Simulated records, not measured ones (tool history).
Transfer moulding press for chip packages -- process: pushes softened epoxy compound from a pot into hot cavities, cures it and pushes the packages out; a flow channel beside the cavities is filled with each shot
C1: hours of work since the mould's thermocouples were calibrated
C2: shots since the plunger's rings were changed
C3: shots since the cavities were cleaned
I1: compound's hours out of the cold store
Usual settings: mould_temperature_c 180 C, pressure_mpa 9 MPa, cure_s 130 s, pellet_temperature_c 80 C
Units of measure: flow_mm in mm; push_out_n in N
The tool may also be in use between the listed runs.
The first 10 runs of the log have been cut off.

Run 11, hour 62.5: usual settings but mould_temperature_c 179 C; C1 294; C2 1108; C3 441; I1 30. Result: flow_mm 931 mm, push_out_n 393 N.
At hour 64.5: cavities cleaned with cleaning compound and waxed.
Run 12, hour 68.2: usual settings but mould_temperature_c 179 C; C1 297; C2 1154; C3 41; I1 34.5. Result: flow_mm 925 mm, push_out_n 291 N.
Run 13, hour 75.2: usual settings but pressure_mpa 8.38 MPa; C1 302; C2 1230; C3 117; I1 19. Result: flow_mm 916 mm, push_out_n 320 N.
Run 14, hour 82.5: usual settings; C1 308; C2 1309; C3 196; I1 35.5. Result: flow_mm 917 mm, push_out_n 339 N.
Run 15, hour 88.1: usual settings; C1 312; C2 1370; C3 257; I1 11.3. Result: flow_mm 961 mm, push_out_n 358 N.
Run 16, hour 95.2: usual settings but cure_s 144 s; C1 317; C2 1446; C3 333; I1 32. Result: flow_mm 920 mm, push_out_n 338 N.
Run 17, hour 99.4: usual settings but mould_temperature_c 176 C, pressure_mpa 7.99 MPa, cure_s 137 s, pellet_temperature_c 73 C; C1 321; C2 1492; C3 379; I1 44.4. Result: flow_mm 855 mm, push_out_n 397 N.
At hour 107.2: cavities cleaned with cleaning compound and waxed.
Run 18, hour 109: usual settings but pellet_temperature_c 73 C; C1 327; C2 1580; C3 20; I1 14.1. Result: flow_mm 954 mm, push_out_n 284 N.
Run 19, hour 115.7: usual settings but pellet_temperature_c 73 C; C1 332; C2 1653; C3 93; I1 33.4. Result: flow_mm 915 mm, push_out_n 309 N.
Run 20, hour 120.4: usual settings but mould_temperature_c 182 C, cure_s 150 s; C1 336; C2 1703; C3 143; I1 25.6. Result: flow_mm 919 mm, push_out_n 297 N.
Run 21, hour 125.2: usual settings but mould_temperature_c 176 C, pressure_mpa 9.11 MPa, pellet_temperature_c 75 C; C1 339; C2 1755; C3 195; I1 18.5. Result: flow_mm 964 mm, push_out_n 387 N.
Run 22, hour 130.5: usual settings but mould_temperature_c 175 C, pressure_mpa 9.11 MPa, cure_s 114 s, pellet_temperature_c 75 C; C1 343; C2 1813; C3 253; I1 28. Result: flow_mm 942 mm, push_out_n 536 N.
Run 23, hour 135.3: usual settings but mould_temperature_c 181 C, pressure_mpa 8.86 MPa, cure_s 143 s; C1 347; C2 1865; C3 305; I1 24.3. Result: flow_mm 918 mm, push_out_n 340 N.
Run 24, hour 142.3: usual settings but mould_temperature_c 181 C, pressure_mpa 8.24 MPa, cure_s 143 s, pellet_temperature_c 85 C; C1 352; C2 1941; C3 381; I1 18.7. Result: flow_mm 893 mm, push_out_n 352 N.
At hour 149.7: cavities cleaned with cleaning compound and waxed.
Run 25, hour 149.7: usual settings but mould_temperature_c 181 C, pressure_mpa 8.24 MPa, cure_s 143 s, pellet_temperature_c 85 C; C1 357; C2 2005; C3 0; I1 13.2. Result: flow_mm 903 mm, push_out_n 262 N.
Run 26, hour 156.3: usual settings but pressure_mpa 7.27 MPa; C1 362; C2 2076; C3 71; I1 20.4. Result: flow_mm 840 mm, push_out_n 305 N.
Run 27, hour 160.1: usual settings but pressure_mpa 7.27 MPa; C1 365; C2 2117; C3 112; I1 43.3. Result: flow_mm 800 mm, push_out_n 303 N.
Run 28, hour 164.9: usual settings but pressure_mpa 7.27 MPa; C1 368; C2 2169; C3 164; I1 9.9. Result: flow_mm 856 mm, push_out_n 337 N.
Run 29, hour 170.1: usual settings but pressure_mpa 7.27 MPa, cure_s 126 s; C1 372; C2 2226; C3 221; I1 9.5. Result: flow_mm 859 mm, push_out_n 362 N.
Run 30, hour 174.4: usual settings but mould_temperature_c 176 C, pressure_mpa 7.89 MPa, cure_s 151 s, pellet_temperature_c 78 C; C1 376; C2 2272; C3 267; I1 19.2. Result: flow_mm 889 mm, push_out_n 353 N.

Below are 3 alternative next runs, each starting from the tool's condition after run 30. Predict each:
Run A, hour 179.3: usual settings but mould_temperature_c 177 C; C1 379; C2 2325; C3 320; I1 36.3. Result: flow_mm ?, push_out_n ?.
Run B, hour 179.3: usual settings but mould_temperature_c 176 C, pressure_mpa 7.89 MPa, cure_s 151 s, pellet_temperature_c 71 C; C1 379; C2 2325; C3 320; I1 9.3. Result: flow_mm ?, push_out_n ?.
Run C, hour 179.3: usual settings but cure_s 128 s; C1 379; C2 2325; C3 320; I1 34. Result: flow_mm ?, push_out_n ?.

run  flow_mm  push_out_n
  A      907         398
  B      907         359
  C      902         364
Without the tool's unlogged condition, the same runs would have read:
run  flow_mm  push_out_n
  A      938         294
  B      938         268
  C      933         271
